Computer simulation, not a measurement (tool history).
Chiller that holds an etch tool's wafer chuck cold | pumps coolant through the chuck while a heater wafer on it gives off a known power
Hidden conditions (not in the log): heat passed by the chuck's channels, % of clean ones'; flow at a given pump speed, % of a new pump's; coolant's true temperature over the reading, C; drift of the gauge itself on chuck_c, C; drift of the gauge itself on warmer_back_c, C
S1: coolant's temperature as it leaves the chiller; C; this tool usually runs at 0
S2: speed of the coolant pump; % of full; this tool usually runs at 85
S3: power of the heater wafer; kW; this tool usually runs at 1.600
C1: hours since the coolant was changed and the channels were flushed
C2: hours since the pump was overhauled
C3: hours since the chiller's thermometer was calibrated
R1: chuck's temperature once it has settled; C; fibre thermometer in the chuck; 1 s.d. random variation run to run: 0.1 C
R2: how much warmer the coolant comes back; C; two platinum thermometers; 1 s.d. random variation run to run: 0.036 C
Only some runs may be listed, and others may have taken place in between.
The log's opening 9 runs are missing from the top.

{"run": 10, "hour": 272.2, "S1": 0, "S2": 85, "S3": 1.6, "C1": 3546, "C2": 2550, "C3": 2033, "R1": 10.9, "R2": 6.4}
{"run": 11, "hour": 305.0, "S1": 0, "S2": 85, "S3": 1.6, "C1": 3579, "C2": 2583, "C3": 2066, "R1": 10.7, "R2": 6.5}
{"run": 12, "hour": 328.0, "S1": 0, "S2": 85, "S3": 1.6, "C1": 3602, "C2": 2606, "C3": 2089, "R1": 10.7, "R2": 6.48}
{"run": 13, "hour": 376.9, "S1": 0, "S2": 85, "S3": 1.6, "C1": 3651, "C2": 2655, "C3": 2138, "R1": 10.8, "R2": 6.49}
{"run": 14, "hour": 420.3, "S1": 0, "S2": 85, "S3": 1.6, "C1": 3694, "C2": 2698, "C3": 2181, "R1": 10.9, "R2": 6.46}
{"run": 15, "hour": 464.8, "S1": 0, "S2": 85, "S3": 1.6, "C1": 3738, "C2": 2743, "C3": 2226, "R1": 11.0, "R2": 6.5}
{"run": 16, "hour": 497.5, "S1": 0, "S2": 85, "S3": 1.6, "C1": 3771, "C2": 2776, "C3": 2258, "R1": 10.8, "R2": 6.51}
{"run": 17, "hour": 539.8, "S1": 0, "S2": 85, "S3": 1.6, "C1": 3813, "C2": 2818, "C3": 2301, "R1": 10.6, "R2": 6.49}
{"run": 18, "hour": 585.8, "S1": -1, "S2": 67, "S3": 1.6, "C1": 3859, "C2": 2864, "C3": 2347, "R1": 12.0, "R2": 8.18}
{"run": 19, "hour": 614.6, "S1": 0, "S2": 64, "S3": 1.458, "C1": 3888, "C2": 2893, "C3": 2375, "R1": 12.2, "R2": 7.77}
{"run": 20, "hour": 637.6, "S1": -6, "S2": 65, "S3": 2.259, "C1": 3911, "C2": 2916, "C3": 2398, "R1": 12.7, "R2": 11.81}
{"run": 21, "hour": 664.7, "S1": -1, "S2": 81, "S3": 2.039, "C1": 3938, "C2": 2943, "C3": 2426, "R1": 13.3, "R2": 8.65}
{"run": 22, "hour": 688.6, "S1": -1, "S2": 81, "S3": 1.321, "C1": 3962, "C2": 2967, "C3": 2449, "R1": 8.1, "R2": 5.72}

Predict the results of run 23:
{"run": 23, "hour": 733.8, "S1": -1, "S2": 81, "S3": 1.321, "C1": 4007, "C2": 3012, "C3": 2495, "R1": "?", "R2": "?"}

R1: 8.2 C
R2: 5.77 C
With the hidden condition absent and the run-to-run variation left alone, this run would have shown R1 8.2 C, R2 5.56 C.
